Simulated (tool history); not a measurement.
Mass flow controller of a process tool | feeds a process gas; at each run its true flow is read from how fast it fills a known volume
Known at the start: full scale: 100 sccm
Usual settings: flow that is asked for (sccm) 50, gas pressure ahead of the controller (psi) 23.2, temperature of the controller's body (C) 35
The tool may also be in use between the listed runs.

run,hour,flow that is asked for (sccm),gas pressure ahead of the controller (psi),temperature of the controller's body (C),true flow (%)
1,0,50,23.2,35,100.44
2,138.1,50,24.8,35,100.37
3,258.4,50,24.8,35,100.29
4,375.2,50,23.2,35,100.54
5,580.6,50,23.2,23,98.96
6,712.3,50,23.2,31,99.93
7,897,50,23.2,31,99.93
8,1122.1,50,23.2,31,99.92
9,1220.1,50,23.2,31,99.84
# hour 1374.9: controller exchanged for a calibrated one
10,1430.3,50,23.2,35,100.39
11,1632.8,50,23.2,35,100.53
12,1771,12,34.5,32,99.27
13,1932.7,51,24.8,32,100.04
14,2162.7,40,23.2,32,99.74
15,2386.5,50,35.1,35,100.2
16,2493.8,50,25.2,27,99.23
17,2680.1,50,23.2,30,99.81
18,2872.7,34,29.2,39,100.4
19,2981.2,35,27.4,31,99.67
20,3172.2,81,27.4,38,101.06

The next listed run, before its measurement:
21,3316.5,10,35.1,37,?

{"run 21": {"true flow (%)": 99.91}}
Without the tool's hidden state the same run would have given true flow (%) 99.89.
